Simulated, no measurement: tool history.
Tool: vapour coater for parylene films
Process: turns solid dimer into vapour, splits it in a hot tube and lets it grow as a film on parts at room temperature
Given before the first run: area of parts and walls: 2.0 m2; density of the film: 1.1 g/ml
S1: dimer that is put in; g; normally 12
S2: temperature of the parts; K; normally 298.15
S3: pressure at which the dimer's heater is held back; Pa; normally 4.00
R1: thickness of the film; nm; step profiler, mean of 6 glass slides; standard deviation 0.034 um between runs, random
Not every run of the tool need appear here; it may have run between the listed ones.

{"run": 1, "hour": 0.0, "S1": 12, "S2": 298.15, "S3": 4.0, "R1": 3060}
{"run": 2, "hour": 21.7, "S1": 12, "S2": 298.15, "S3": 4.0, "R1": 3040}
{"run": 3, "hour": 55.4, "S1": 12, "S2": 304.15, "S3": 4.0, "R1": 2320}
{"run": 4, "hour": 74.1, "S1": 12, "S2": 298.15, "S3": 4.0, "R1": 3050}
{"run": 5, "hour": 104.6, "S1": 12, "S2": 298.15, "S3": 4.0, "R1": 3000}
{"run": 6, "hour": 134.2, "S1": 12, "S2": 298.15, "S3": 4.0, "R1": 2980}
{"run": 7, "hour": 160.0, "S1": 12, "S2": 298.15, "S3": 4.0, "R1": 3000}
{"run": 8, "hour": 184.7, "S1": 12, "S2": 298.15, "S3": 4.0, "R1": 2970}
{"run": 9, "hour": 204.4, "S1": 12, "S2": 298.15, "S3": 4.0, "R1": 2870}
{"run": 10, "hour": 246.1, "S1": 12, "S2": 297.15, "S3": 4.0, "R1": 3020}
{"run": 11, "hour": 287.1, "S1": 12, "S2": 297.15, "S3": 4.0, "R1": 2960}
{"hour": 295.1, "done": "trap's valve overhauled"}
{"run": 12, "hour": 310.8, "S1": 12, "S2": 297.15, "S3": 4.0, "R1": 3510}
{"run": 13, "hour": 353.4, "S1": 12, "S2": 297.15, "S3": 4.0, "R1": 3480}
{"run": 14, "hour": 393.3, "S1": 12, "S2": 297.15, "S3": 4.0, "R1": 3420}
{"run": 15, "hour": 415.4, "S1": 12, "S2": 298.15, "S3": 8.15, "R1": 2730}
{"run": 16, "hour": 437.9, "S1": 12, "S2": 298.15, "S3": 8.15, "R1": 2740}
{"run": 17, "hour": 468.3, "S1": 12, "S2": 298.15, "S3": 4.0, "R1": 3260}
{"run": 18, "hour": 501.3, "S1": 12, "S2": 298.15, "S3": 4.0, "R1": 3220}
{"run": 19, "hour": 538.9, "S1": 12, "S2": 298.15, "S3": 4.0, "R1": 3110}
{"hour": 542.6, "done": "table's thermometer calibrated"}
{"run": 20, "hour": 575.2, "S1": 12, "S2": 298.15, "S3": 4.0, "R1": 3180}
{"run": 21, "hour": 593.3, "S1": 12, "S2": 298.15, "S3": 4.0, "R1": 3140}
{"run": 22, "hour": 613.8, "S1": 12, "S2": 298.15, "S3": 4.0, "R1": 3140}
{"run": 23, "hour": 649.7, "S1": 12, "S2": 298.15, "S3": 4.0, "R1": 3140}
{"run": 24, "hour": 687.7, "S1": 19, "S2": 309.15, "S3": 4.0, "R1": 2990}
{"run": 25, "hour": 721.6, "S1": 21, "S2": 301.15, "S3": 4.62, "R1": 4510}
{"run": 26, "hour": 749.7, "S1": 11, "S2": 301.15, "S3": 4.62, "R1": 2390}
{"run": 27, "hour": 774.1, "S1": 11, "S2": 301.15, "S3": 4.62, "R1": 2340}
{"hour": 789.8, "done": "table's thermometer calibrated, once more"}
{"run": 28, "hour": 810.6, "S1": 10, "S2": 307.15, "S3": 3.73, "R1": 1790}
{"run": 29, "hour": 852.1, "S1": 7, "S2": 307.15, "S3": 7.61, "R1": 1040}
{"run": 30, "hour": 877.4, "S1": 7, "S2": 297.15, "S3": 5.53, "R1": 1760}
{"run": 31, "hour": 913.8, "S1": 5, "S2": 297.15, "S3": 4.0, "R1": 1300}
{"run": 32, "hour": 951.9, "S1": 5, "S2": 297.15, "S3": 4.41, "R1": 1330}
{"run": 33, "hour": 975.8, "S1": 20, "S2": 300.15, "S3": 4.0, "R1": 4620}
{"run": 34, "hour": 1017.1, "S1": 20, "S2": 300.15, "S3": 4.0, "R1": 4660}
{"run": 35, "hour": 1034.8, "S1": 8, "S2": 296.15, "S3": 4.0, "R1": 2180}
{"run": 36, "hour": 1057.2, "S1": 8, "S2": 296.15, "S3": 4.0, "R1": 2170}
{"run": 37, "hour": 1090.2, "S1": 12, "S2": 304.15, "S3": 8.04, "R1": 1930}
{"run": 38, "hour": 1114.0, "S1": 12, "S2": 304.15, "S3": 8.04, "R1": 1900}
{"run": 39, "hour": 1147.5, "S1": 12, "S2": 306.15, "S3": 8.04, "R1": 1730}
{"run": 40, "hour": 1165.4, "S1": 12, "S2": 307.15, "S3": 9.25, "R1": 1620}
{"run": 41, "hour": 1184.1, "S1": 12, "S2": 296.15, "S3": 4.79, "R1": 3040}
{"hour": 1204.5, "done": "trap's valve overhauled"}
{"run": 42, "hour": 1206.3, "S1": 5, "S2": 296.15, "S3": 2.48, "R1": 1710}
{"run": 43, "hour": 1241.2, "S1": 12, "S2": 292.15, "S3": 8.68, "R1": 3730}

Here are 3 independent what-if runs from the current tool condition. What would each one return?
{"run": "A", "hour": 1283.9, "S1": 7, "S2": 299.15, "S3": 4.0, "R1": "?"}
{"run": "B", "hour": 1283.9, "S1": 12, "S2": 295.15, "S3": 8.68, "R1": "?"}
{"run": "C", "hour": 1283.9, "S1": 12, "S2": 294.15, "S3": 5.56, "R1": "?"}

run=A R1=1910
run=B R1=3250
run=C R1=3760
Had the tool no hidden state, the same runs would have come out as:
run=A R1=1950
run=B R1=3320
run=C R1=3850

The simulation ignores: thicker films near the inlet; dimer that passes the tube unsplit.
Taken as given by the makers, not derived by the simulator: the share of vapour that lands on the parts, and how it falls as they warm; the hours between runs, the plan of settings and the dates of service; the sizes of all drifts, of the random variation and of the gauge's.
